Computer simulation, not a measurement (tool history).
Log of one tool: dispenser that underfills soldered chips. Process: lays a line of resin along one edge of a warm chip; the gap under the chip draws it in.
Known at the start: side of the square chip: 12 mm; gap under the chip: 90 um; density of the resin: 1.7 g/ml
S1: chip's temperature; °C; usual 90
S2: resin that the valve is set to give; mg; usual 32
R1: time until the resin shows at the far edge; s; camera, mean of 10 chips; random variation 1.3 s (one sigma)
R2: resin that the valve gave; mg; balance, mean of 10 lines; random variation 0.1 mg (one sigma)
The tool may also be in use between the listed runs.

{"run": 1, "hour": 0.0, "S1": 90, "S2": 32, "R1": 151.3, "R2": 31.98}
{"run": 2, "hour": 3.8, "S1": 90, "S2": 32, "R1": 176.2, "R2": 31.91}
{"hour": 6.2, "done": "new syringe of resin"}
{"run": 3, "hour": 7.0, "S1": 90, "S2": 38.3, "R1": 121.1, "R2": 38.29}
{"run": 4, "hour": 11.9, "S1": 90, "S2": 32, "R1": 157.6, "R2": 31.75}
{"hour": 16.8, "done": "new syringe of resin"}
{"run": 5, "hour": 17.0, "S1": 89, "S2": 32, "R1": 128.4, "R2": 31.83}
{"run": 6, "hour": 22.5, "S1": 89, "S2": 32, "R1": 164.1, "R2": 31.65}
{"run": 7, "hour": 25.4, "S1": 94, "S2": 32, "R1": 149.8, "R2": 31.6}
{"hour": 27.6, "done": "new syringe of resin"}
{"run": 8, "hour": 30.1, "S1": 86, "S2": 32, "R1": 164.2, "R2": 31.52}
{"run": 9, "hour": 34.5, "S1": 86, "S2": 32, "R1": 195, "R2": 31.43}
{"hour": 38.3, "done": "new syringe of resin"}
{"run": 10, "hour": 39.0, "S1": 86, "S2": 32, "R1": 146.9, "R2": 31.45}
{"run": 11, "hour": 41.3, "S1": 86, "S2": 32, "R1": 164.5, "R2": 31.49}
{"run": 12, "hour": 45.8, "S1": 86, "S2": 32, "R1": 204.6, "R2": 31.4}
{"hour": 48.9, "done": "new syringe of resin"}
{"run": 13, "hour": 51.0, "S1": 99, "S2": 32, "R1": 88.4, "R2": 31.23}
{"run": 14, "hour": 55.7, "S1": 90, "S2": 32, "R1": 167, "R2": 31.28}
{"hour": 59.5, "done": "new syringe of resin"}
{"run": 15, "hour": 60.1, "S1": 102, "S2": 32, "R1": 69.7, "R2": 31.26}
{"run": 16, "hour": 63.7, "S1": 90, "S2": 33, "R1": 142.9, "R2": 32.12}
{"run": 17, "hour": 66.2, "S1": 90, "S2": 32, "R1": 161.6, "R2": 30.99}
{"hour": 70.2, "done": "new syringe of resin"}
{"run": 18, "hour": 71.1, "S1": 90, "S2": 32, "R1": 125.8, "R2": 30.98}
{"run": 19, "hour": 75.2, "S1": 90, "S2": 32, "R1": 152.3, "R2": 30.8}
{"run": 20, "hour": 78.5, "S1": 78, "S2": 32, "R1": 307.2, "R2": 30.89}
{"hour": 81.1, "done": "new syringe of resin"}
{"hour": 82.4, "done": "dispensing valve cleaned and set on the balance"}
{"run": 21, "hour": 84.7, "S1": 98, "S2": 28.3, "R1": 95.3, "R2": 28.39}
{"run": 22, "hour": 90.1, "S1": 77, "S2": 33.2, "R1": 319.8, "R2": 33.01}
{"hour": 92.8, "done": "new syringe of resin"}
{"run": 23, "hour": 92.8, "S1": 100, "S2": 33.2, "R1": 78.5, "R2": 32.99}
{"run": 24, "hour": 96.3, "S1": 100, "S2": 33.2, "R1": 91, "R2": 33.11}
{"run": 25, "hour": 102.0, "S1": 100, "S2": 40.6, "R1": 114.6, "R2": 40.01}
{"hour": 103.3, "done": "new syringe of resin"}
{"run": 26, "hour": 106.2, "S1": 100, "S2": 40.6, "R1": 84.6, "R2": 40.04}
{"run": 27, "hour": 110.2, "S1": 100, "S2": 40.6, "R1": 103.1, "R2": 40.07}
{"hour": 114.0, "done": "new syringe of resin"}
{"run": 28, "hour": 115.8, "S1": 100, "S2": 40.6, "R1": 80.6, "R2": 39.92}
{"run": 29, "hour": 119.1, "S1": 80, "S2": 28.3, "R1": 243.7, "R2": 27.86}
{"run": 30, "hour": 123.1, "S1": 102, "S2": 41.3, "R1": 100.4, "R2": 40.48}
{"hour": 124.8, "done": "new syringe of resin"}
{"run": 31, "hour": 127.1, "S1": 102, "S2": 41.3, "R1": 73.2, "R2": 40.36}
{"run": 32, "hour": 130.0, "S1": 85, "S2": 31.9, "R1": 184.7, "R2": 31.29}
{"run": 33, "hour": 133.1, "S1": 77, "S2": 38.7, "R1": 314.3, "R2": 37.89}
{"hour": 135.3, "done": "new syringe of resin"}
{"run": 34, "hour": 137.3, "S1": 94, "S2": 32.2, "R1": 108.1, "R2": 31.3}
{"run": 35, "hour": 141.8, "S1": 94, "S2": 33.9, "R1": 131.3, "R2": 32.77}
{"hour": 145.8, "done": "new syringe of resin"}
{"run": 36, "hour": 147.1, "S1": 94, "S2": 33.9, "R1": 103.6, "R2": 33.02}

Forecast each of these 4 alternatives for the next run:
{"run": "A", "hour": 151.1, "S1": 100, "S2": 30.3, "R1": "?", "R2": "?"}
{"run": "B", "hour": 151.1, "S1": 101, "S2": 28.7, "R1": "?", "R2": "?"}
{"run": "C", "hour": 151.1, "S1": 101, "S2": 28.3, "R1": "?", "R2": "?"}
{"run": "D", "hour": 151.1, "S1": 89, "S2": 29.3, "R1": "?", "R2": "?"}

run=A R1=99.4 R2=29.5
run=B R1=95.8 R2=27.73
run=C R1=96.5 R2=27.39
run=D R1=162.5 R2=28.27
Without the tool's hidden state the same runs would have given:
run=A R1=80.8 R2=30.41
run=B R1=77.7 R2=28.59
run=C R1=78.3 R2=28.24
run=D R1=132.2 R2=29.15
